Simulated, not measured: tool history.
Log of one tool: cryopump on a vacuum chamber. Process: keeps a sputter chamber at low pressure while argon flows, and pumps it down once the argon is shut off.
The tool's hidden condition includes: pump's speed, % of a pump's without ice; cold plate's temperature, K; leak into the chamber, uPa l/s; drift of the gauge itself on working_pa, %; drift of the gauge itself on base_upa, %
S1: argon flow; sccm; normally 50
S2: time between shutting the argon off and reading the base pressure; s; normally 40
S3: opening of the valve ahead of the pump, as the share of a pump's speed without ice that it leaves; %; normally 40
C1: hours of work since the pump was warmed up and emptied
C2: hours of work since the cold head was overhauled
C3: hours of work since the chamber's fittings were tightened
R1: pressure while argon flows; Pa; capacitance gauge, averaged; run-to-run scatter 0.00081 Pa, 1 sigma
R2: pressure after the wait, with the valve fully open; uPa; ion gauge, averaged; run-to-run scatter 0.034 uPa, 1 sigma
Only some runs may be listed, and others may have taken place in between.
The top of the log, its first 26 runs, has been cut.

{"run": 27, "day": 28.954, "S1": 76, "S2": 40, "S3": 15, "C1": 129, "C2": 976, "C3": 2419, "R1": 0.6543, "R2": 2.18}
{"run": 28, "day": 30.112, "S1": 76, "S2": 40, "S3": 15, "C1": 143, "C2": 990, "C3": 2433, "R1": 0.6536, "R2": 2.19}
{"run": 29, "day": 30.967, "S1": 50, "S2": 54, "S3": 45, "C1": 154, "C2": 1000, "C3": 2443, "R1": 0.1469, "R2": 1.81}
{"run": 30, "day": 31.658, "S1": 50, "S2": 54, "S3": 45, "C1": 162, "C2": 1009, "C3": 2452, "R1": 0.1466, "R2": 1.71}
{"run": 31, "day": 32.492, "S1": 50, "S2": 54, "S3": 45, "C1": 172, "C2": 1019, "C3": 2462, "R1": 0.1473, "R2": 1.78}
{"run": 32, "day": 33.217, "S1": 50, "S2": 54, "S3": 45, "C1": 181, "C2": 1027, "C3": 2471, "R1": 0.1484, "R2": 1.75}
{"run": 33, "day": 34.104, "S1": 48, "S2": 32, "S3": 37, "C1": 192, "C2": 1038, "C3": 2481, "R1": 0.1696, "R2": 2.57}
{"run": 34, "day": 35.008, "S1": 48, "S2": 32, "S3": 37, "C1": 203, "C2": 1049, "C3": 2492, "R1": 0.1711, "R2": 2.62}

Forecast each of these 4 alternatives for the next run:
{"run": "A", "day": 36.117, "S1": 48, "S2": 32, "S3": 59, "C1": 216, "C2": 1062, "C3": 2506, "R1": "?", "R2": "?"}
{"run": "B", "day": 36.117, "S1": 50, "S2": 57, "S3": 40, "C1": 216, "C2": 1062, "C3": 2506, "R1": "?", "R2": "?"}
{"run": "C", "day": 36.117, "S1": 36, "S2": 40, "S3": 40, "C1": 216, "C2": 1062, "C3": 2506, "R1": "?", "R2": "?"}
{"run": "D", "day": 36.117, "S1": 33, "S2": 29, "S3": 47, "C1": 216, "C2": 1062, "C3": 2506, "R1": "?", "R2": "?"}

run=A R1=0.11 R2=2.55
run=B R1=0.1672 R2=1.7
run=C R1=0.1203 R2=2.13
run=D R1=0.094 R2=2.89
With the hidden condition removed and each run's random variation left untouched, the same runs would have given:
run=A R1=0.1032 R2=2.22
run=B R1=0.1601 R2=1.36
run=C R1=0.1152 R2=1.8
run=D R1=0.0893 R2=2.54
